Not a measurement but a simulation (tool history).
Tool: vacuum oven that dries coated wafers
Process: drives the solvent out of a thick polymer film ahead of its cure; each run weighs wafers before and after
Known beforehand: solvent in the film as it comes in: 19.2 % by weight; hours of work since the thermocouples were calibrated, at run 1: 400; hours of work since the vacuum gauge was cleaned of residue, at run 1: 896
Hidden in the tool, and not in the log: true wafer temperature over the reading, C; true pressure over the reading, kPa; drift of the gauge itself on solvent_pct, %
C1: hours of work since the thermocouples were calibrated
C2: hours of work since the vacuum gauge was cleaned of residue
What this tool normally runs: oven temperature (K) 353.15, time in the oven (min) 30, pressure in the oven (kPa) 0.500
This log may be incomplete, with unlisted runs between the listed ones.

Run 1, hour 0.0: usual settings; C1 400; C2 896. Result: solvent left in the film (%) 1.288.
Run 2, hour 13.0: usual settings; C1 410; C2 906. Result: solvent left in the film (%) 1.299.
Run 3, hour 26.8: usual settings; C1 420; C2 916. Result: solvent left in the film (%) 1.277.
Run 4, hour 41.5: usual settings; C1 430; C2 926. Result: solvent left in the film (%) 1.294.
Run 5, hour 54.7: usual settings; C1 440; C2 936. Result: solvent left in the film (%) 1.313.
Run 6, hour 73.9: usual settings; C1 453; C2 950. Result: solvent left in the film (%) 1.315.
Run 7, hour 83.9: usual settings; C1 461; C2 957. Result: solvent left in the film (%) 1.294.
Run 8, hour 95.9: usual settings; C1 469; C2 965. Result: solvent left in the film (%) 1.285.
Run 9, hour 116.5: usual settings; C1 484; C2 980. Result: solvent left in the film (%) 1.304.
Run 10, hour 127.8: usual settings but pressure in the oven (kPa) 0.909; C1 492; C2 988. Result: solvent left in the film (%) 1.583.
Run 11, hour 145.3: usual settings but pressure in the oven (kPa) 0.300; C1 505; C2 1001. Result: solvent left in the film (%) 1.171.
Run 12, hour 156.7: usual settings but pressure in the oven (kPa) 0.300; C1 513; C2 1009. Result: solvent left in the film (%) 1.167.
Run 13, hour 165.9: usual settings but pressure in the oven (kPa) 0.300; C1 520; C2 1016. Result: solvent left in the film (%) 1.174.
Run 14, hour 176.6: usual settings but oven temperature (K) 341.15, time in the oven (min) 18, pressure in the oven (kPa) 0.391; C1 527; C2 1023. Result: solvent left in the film (%) 7.461.
Run 15, hour 193.6: usual settings but oven temperature (K) 357.15, time in the oven (min) 43, pressure in the oven (kPa) 0.543; C1 540; C2 1036. Result: solvent left in the film (%) 0.670.
Run 16, hour 212.9: usual settings but oven temperature (K) 357.15, time in the oven (min) 43, pressure in the oven (kPa) 0.543; C1 553; C2 1050. Result: solvent left in the film (%) 0.676.
Run 17, hour 225.4: usual settings but oven temperature (K) 357.15, time in the oven (min) 24, pressure in the oven (kPa) 1.120; C1 562; C2 1058. Result: solvent left in the film (%) 1.477.
Run 18, hour 246.9: usual settings but time in the oven (min) 46, pressure in the oven (kPa) 0.827; C1 578; C2 1074. Result: solvent left in the film (%) 1.077.
Run 19, hour 263.0: usual settings but time in the oven (min) 27; C1 589; C2 1086. Result: solvent left in the film (%) 1.552.
Run 20, hour 274.3: usual settings but oven temperature (K) 363.15, time in the oven (min) 37, pressure in the oven (kPa) 0.292; C1 598; C2 1094. Result: solvent left in the film (%) 0.414.
Run 21, hour 285.1: usual settings but oven temperature (K) 363.15, time in the oven (min) 37, pressure in the oven (kPa) 0.292; C1 605; C2 1101. Result: solvent left in the film (%) 0.405.
Run 22, hour 294.6: usual settings but oven temperature (K) 358.15, time in the oven (min) 35, pressure in the oven (kPa) 1.528; C1 612; C2 1108. Result: solvent left in the film (%) 1.277.
Run 23, hour 304.4: usual settings but pressure in the oven (kPa) 0.455; C1 619; C2 1115. Result: solvent left in the film (%) 1.287.
Run 24, hour 314.9: usual settings but pressure in the oven (kPa) 0.455; C1 627; C2 1123. Result: solvent left in the film (%) 1.280.
Run 25, hour 327.8: usual settings but oven temperature (K) 347.15, time in the oven (min) 49, pressure in the oven (kPa) 0.308; C1 636; C2 1132. Result: solvent left in the film (%) 1.227.

Each row is a separate what-if for the run after 25, all from the same tool condition, not one after another. Results?
Run A, hour 340.2: usual settings but oven temperature (K) 356.15, time in the oven (min) 20, pressure in the oven (kPa) 1.213; C1 645; C2 1141. Result: solvent left in the film (%) ?.
Run B, hour 340.2: usual settings but time in the oven (min) 54; C1 645; C2 1141. Result: solvent left in the film (%) ?.
Run C, hour 340.2: usual settings but oven temperature (K) 339.15, pressure in the oven (kPa) 0.310; C1 645; C2 1141. Result: solvent left in the film (%) ?.

run  solvent left in the film (%)
  A                         2.136
  B                         0.777
  C                         5.440
With the hidden condition removed and each run's random variation left untouched, the same runs would have given:
run  solvent left in the film (%)
  A                         2.046
  B                         0.421
  C                         5.352
